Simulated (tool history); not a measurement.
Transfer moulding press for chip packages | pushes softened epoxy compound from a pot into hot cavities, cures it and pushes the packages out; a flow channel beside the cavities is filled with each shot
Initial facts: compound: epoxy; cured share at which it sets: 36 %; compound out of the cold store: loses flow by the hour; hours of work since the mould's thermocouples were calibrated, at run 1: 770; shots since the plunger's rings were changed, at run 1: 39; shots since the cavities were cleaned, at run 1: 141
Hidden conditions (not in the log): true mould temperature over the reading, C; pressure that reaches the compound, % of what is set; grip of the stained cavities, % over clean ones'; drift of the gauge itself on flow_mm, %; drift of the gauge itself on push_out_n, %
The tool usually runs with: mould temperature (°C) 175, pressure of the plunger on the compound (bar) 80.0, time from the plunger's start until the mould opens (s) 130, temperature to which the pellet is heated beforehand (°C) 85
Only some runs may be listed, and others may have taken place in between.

run    hour  mould temperature (°C)  pressure of the plunger on the compound (bar)  time from the plunger's start until the mould opens (s)  temperature to which the pellet is heated beforehand (°C)  hours of work since the mould's thermocouples were calibrated  shots since the plunger's rings were changed  shots since the cavities were cleaned  incoming compound's hours out of the cold store  length that the compound runs in the flow channel (mm)  greatest force on the pins that push the packages out (N)
  1     0.0                     175                                           80.0                                                      130                                                         85                                                            770                                            39                                    141                                             14.8                                                     596                                                        287
       42.2  -- cavities cleaned with cleaning compound and waxed
  2    50.3                     175                                           80.0                                                      130                                                         85                                                            793                                           363                                     54                                             15.8                                                     587                                                        261
  3    90.4                     175                                           80.0                                                      130                                                         93                                                            812                                           630                                    321                                             15.2                                                     579                                                        311
      108.3  -- cavities cleaned with cleaning compound and waxed
  4   161.8                     175                                           80.0                                                      130                                                         93                                                            844                                          1095                                    356                                             12.0                                                     589                                                        321
      176.6  -- cavities cleaned with cleaning compound and waxed
      243.0  -- cavities cleaned with cleaning compound and waxed
  5   245.9                     175                                           87.4                                                      130                                                         85                                                            882                                          1634                                     19                                             39.2                                                     540                                                        251
      251.4  -- mould's thermocouples calibrated
      311.7  -- cavities cleaned with cleaning compound and waxed
  6   311.7                     175                                           87.4                                                      130                                                         85                                                             27                                          2048                                      0                                             21.9                                                     569                                                        236
  7   357.3                     173                                           80.0                                                      130                                                         85                                                             48                                          2352                                    304                                             20.3                                                     562                                                        320
      380.9  -- cavities cleaned with cleaning compound and waxed
  8   425.5                     173                                           80.0                                                      130                                                         85                                                             79                                          2795                                    297                                             42.7                                                     505                                                        310
      445.7  -- cavities cleaned with cleaning compound and waxed
  9   460.9                     173                                           80.0                                                      130                                                         85                                                             95                                          3021                                    102                                              8.3                                                     588                                                        299
 10   505.2                     173                                           80.0                                                      130                                                         85                                                            116                                          3315                                    396                                             30.4                                                     521                                                        328
      511.2  -- cavities cleaned with cleaning compound and waxed
      578.9  -- cavities cleaned with cleaning compound and waxed
 11   587.4                     173                                           80.0                                                      130                                                         85                                                            152                                          3842                                     56                                             42.5                                                     497                                                        275
      645.6  -- cavities cleaned with cleaning compound and waxed
 12   662.1                     173                                           80.0                                                      130                                                         85                                                            186                                          4328                                    109                                             35.4                                                     515                                                        281
      713.4  -- cavities cleaned with cleaning compound and waxed
      720.0  -- plunger's sealing rings changed
 13   720.0                     173                                           80.0                                                      130                                                         85                                                            211                                             0                                     27                                             47.0                                                     515                                                        266
 14   753.8                     175                                           80.0                                                      130                                                         85                                                            227                                           225                                    252                                             23.1                                                     568                                                        288
      780.1  -- cavities cleaned with cleaning compound and waxed
 15   827.0                     175                                           80.0                                                      130                                                         85                                                            260                                           702                                    312                                             47.7                                                     498                                                        267
      847.0  -- cavities cleaned with cleaning compound and waxed
 16   883.5                     175                                           80.0                                                      113                                                         85                                                            286                                          1068                                    243                                             24.1                                                     553                                                        371
      914.4  -- cavities cleaned with cleaning compound and waxed
 17   948.4                     183                                           80.0                                                      130                                                         88                                                            315                                          1489                                    226                                             37.5                                                     500                                                        233
      982.8  -- cavities cleaned with cleaning compound and waxed
 18  1016.1                     169                                           79.1                                                      130                                                         85                                                            346                                          1929                                    221                                             34.7                                                     523                                                        384
     1051.0  -- cavities cleaned with cleaning compound and waxed
 19  1101.0                     169                                           79.1                                                      130                                                         85                                                            385                                          2484                                    333                                             16.5                                                     566                                                        446
     1116.6  -- cavities cleaned with cleaning compound and waxed
 20  1163.8                     169                                           79.1                                                      130                                                         85                                                            413                                          2891                                    314                                             40.1                                                     517                                                        401
     1182.5  -- cavities cleaned with cleaning compound and waxed
 21  1231.6                     169                                           79.1                                                      130                                                         85                                                            444                                          3333                                    327                                             37.5                                                     515                                                        411
     1249.7  -- cavities cleaned with cleaning compound and waxed
 22  1292.8                     169                                           79.1                                                      130                                                         85                                                            472                                          3730                                    287                                             46.8                                                     495                                                        382
     1315.6  -- cavities cleaned with cleaning compound and waxed
 23  1358.7                     168                                           83.6                                                      167                                                         78                                                            502                                          4158                                    287                                             32.1                                                     535                                                        299
     1380.3  -- cavities cleaned with cleaning compound and waxed
 24  1438.6                     177                                           80.0                                                      130                                                         76                                                            538                                          4679                                    388                                             15.2                                                     545                                                        292
     1446.0  -- plunger's sealing rings changed
     1447.5  -- cavities cleaned with cleaning compound and waxed
     1514.7  -- cavities cleaned with cleaning compound and waxed
 25  1518.8                     175                                           80.0                                                      127                                                         85                                                            573                                           463                                     27                                             29.9                                                     552                                                        270
 26  1565.9                     174                                           84.3                                                      130                                                         85                                                            595                                           777                                    341                                             25.1                                                     572                                                        327
     1579.5  -- cavities cleaned with cleaning compound and waxed
 27  1630.6                     174                                           84.3                                                      130                                                         85                                                            624                                          1197                                    340                                              9.4                                                     607                                                        334

Branching from run 27: 3 alternative next runs. What would each branch give?
     1642.9  -- cavities cleaned with cleaning compound and waxed
  A  1689.7                     178                                           84.3                                                      130                                                         85                                                            651                                          1580                                    311                                             19.4                                                       ?                                                          ?
     1642.9  -- cavities cleaned with cleaning compound and waxed
  B  1689.7                     175                                           86.8                                                      125                                                         81                                                            651                                          1580                                    311                                             45.2                                                       ?                                                          ?
     1642.9  -- cavities cleaned with cleaning compound and waxed
  C  1689.7                     174                                           84.5                                                      130                                                         85                                                            651                                          1580                                    311                                             10.5                                                       ?                                                          ?

run  length that the compound runs in the flow channel (mm)  greatest force on the pins that push the packages out (N)
  A                                                     566                                                        262
  B                                                     524                                                        316
  C                                                     610                                                        338
Had the tool no hidden state, the same runs would have come out as:
run  length that the compound runs in the flow channel (mm)  greatest force on the pins that push the packages out (N)
  A                                                     575                                                        207
  B                                                     533                                                        245
  C                                                     621                                                        258
